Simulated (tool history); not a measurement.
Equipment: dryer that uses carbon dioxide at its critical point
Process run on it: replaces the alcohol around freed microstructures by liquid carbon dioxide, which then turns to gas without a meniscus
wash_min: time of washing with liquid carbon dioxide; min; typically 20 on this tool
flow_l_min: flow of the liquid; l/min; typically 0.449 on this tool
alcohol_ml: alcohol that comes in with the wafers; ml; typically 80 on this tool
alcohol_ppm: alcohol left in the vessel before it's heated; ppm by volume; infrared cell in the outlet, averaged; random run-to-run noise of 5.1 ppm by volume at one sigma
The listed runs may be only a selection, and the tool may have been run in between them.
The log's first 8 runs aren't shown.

| run | day | wash_min | flow_l_min | alcohol_ml | hours of work since the filter was changed | hours of work since the purifier's bed was changed | alcohol_ppm |
|---|---|---|---|---|---|---|---|
| 9 | 5.617 | 20 | 0.449 | 80 | 175 | 494 | 132 |
| 10 | 6.288 | 20 | 0.449 | 46 | 184 | 502 | 88 |
| 11 | 6.758 | 20 | 0.388 | 80 | 190 | 508 | 299 |
| 12 | 7.688 | 20 | 0.449 | 80 | 202 | 521 | 130 |
| 13 | 8.267 | 20 | 0.449 | 49 | 210 | 528 | 101 |
| 14 | 8.808 | 20 | 0.449 | 80 | 217 | 535 | 138 |
| 15 | 9.729 | 20 | 0.462 | 80 | 229 | 547 | 119 |
| 16 | 10.433 | 20 | 0.449 | 97 | 238 | 557 | 176 |
| 17 | 11.396 | 13 | 0.449 | 111 | 251 | 569 | 1569 |

Run 18, settings as shown, results not yet in. Your forecast:
| 18 | 12.225 | 27 | 0.743 | 80 | 262 | 580 | ? |

alcohol_ppm: 47 ppm by volume
On a tool with no hidden condition, and with the same random variation, this run would have come out at alcohol_ppm 10 ppm by volume.

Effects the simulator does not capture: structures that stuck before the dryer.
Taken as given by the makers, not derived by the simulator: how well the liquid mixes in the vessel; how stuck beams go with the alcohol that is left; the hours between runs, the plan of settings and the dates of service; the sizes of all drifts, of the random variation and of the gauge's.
